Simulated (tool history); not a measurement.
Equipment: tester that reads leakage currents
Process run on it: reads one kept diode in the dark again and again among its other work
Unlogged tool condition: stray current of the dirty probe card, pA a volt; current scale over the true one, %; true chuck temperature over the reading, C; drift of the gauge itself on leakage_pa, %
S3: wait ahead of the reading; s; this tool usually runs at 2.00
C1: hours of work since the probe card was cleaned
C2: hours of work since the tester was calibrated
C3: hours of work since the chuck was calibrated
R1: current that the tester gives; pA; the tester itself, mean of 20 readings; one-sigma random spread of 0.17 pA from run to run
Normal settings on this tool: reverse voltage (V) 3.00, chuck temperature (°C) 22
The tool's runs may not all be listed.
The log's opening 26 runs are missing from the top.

run 27 hour=628.5 | reverse_voltage_(V)=5.79 chuck_temperature_(°C)=22 S3=3.26 | C1=1564 C2=690 C3=58 | R1=84.23
run 28 hour=654.7 | reverse_voltage_(V)=5.79 chuck_temperature_(°C)=22 S3=6.12 | C1=1576 C2=701 C3=70 | R1=84.34
-- hour=667.3 chuck's temperature calibrated, once more
run 29 hour=679.7 | reverse_voltage_(V)=12.12 chuck_temperature_(°C)=44 S3=5.22 | C1=1586 C2=711 C3=5 | R1=664.60
run 30 hour=707.7 | reverse_voltage_(V)=4.64 chuck_temperature_(°C)=46 S3=0.56 | C1=1598 C2=723 C3=18 | R1=441.24
run 31 hour=736.4 | reverse_voltage_(V)=1.53 chuck_temperature_(°C)=22 S3=2.00 | C1=1610 C2=736 C3=30 | R1=37.87
run 32 hour=771.5 | reverse_voltage_(V)=2.33 chuck_temperature_(°C)=26 S3=0.51 | C1=1626 C2=751 C3=45 | R1=67.31
run 33 hour=800.4 | reverse_voltage_(V)=2.33 chuck_temperature_(°C)=26 S3=1.40 | C1=1638 C2=763 C3=58 | R1=66.83
run 34 hour=830.1 | reverse_voltage_(V)=7.59 chuck_temperature_(°C)=54 S3=1.85 | C1=1651 C2=776 C3=71 | R1=1018.27
run 35 hour=847.8 | reverse_voltage_(V)=1.23 chuck_temperature_(°C)=53 S3=0.42 | C1=1659 C2=784 C3=78 | R1=333.33
run 36 hour=870.6 | reverse_voltage_(V)=5.66 chuck_temperature_(°C)=22 S3=2.00 | C1=1669 C2=794 C3=88 | R1=83.27
run 37 hour=893.1 | reverse_voltage_(V)=10.83 chuck_temperature_(°C)=22 S3=7.93 | C1=1678 C2=804 C3=98 | R1=123.41
run 38 hour=927.5 | reverse_voltage_(V)=3.00 chuck_temperature_(°C)=36 S3=1.84 | C1=1693 C2=819 C3=113 | R1=167.21

Branching from run 38: 4 alternative next runs. What would each branch give?
run A hour=952.7 | reverse_voltage_(V)=2.20 chuck_temperature_(°C)=22 S3=1.93 | C1=1704 C2=830 C3=124 | R1=?
run B hour=952.7 | reverse_voltage_(V)=10.54 chuck_temperature_(°C)=36 S3=1.84 | C1=1704 C2=830 C3=124 | R1=?
run C hour=952.7 | reverse_voltage_(V)=1.24 chuck_temperature_(°C)=58 S3=7.73 | C1=1704 C2=830 C3=124 | R1=?
run D hour=952.7 | reverse_voltage_(V)=5.19 chuck_temperature_(°C)=37 S3=1.31 | C1=1704 C2=830 C3=124 | R1=?

run=A R1=47.40
run=B R1=347.12
run=C R1=470.20
run=D R1=248.65
Without the tool's unlogged condition, the same runs would have read:
run=A R1=44.29
run=B R1=330.68
run=C R1=462.43
run=D R1=239.28
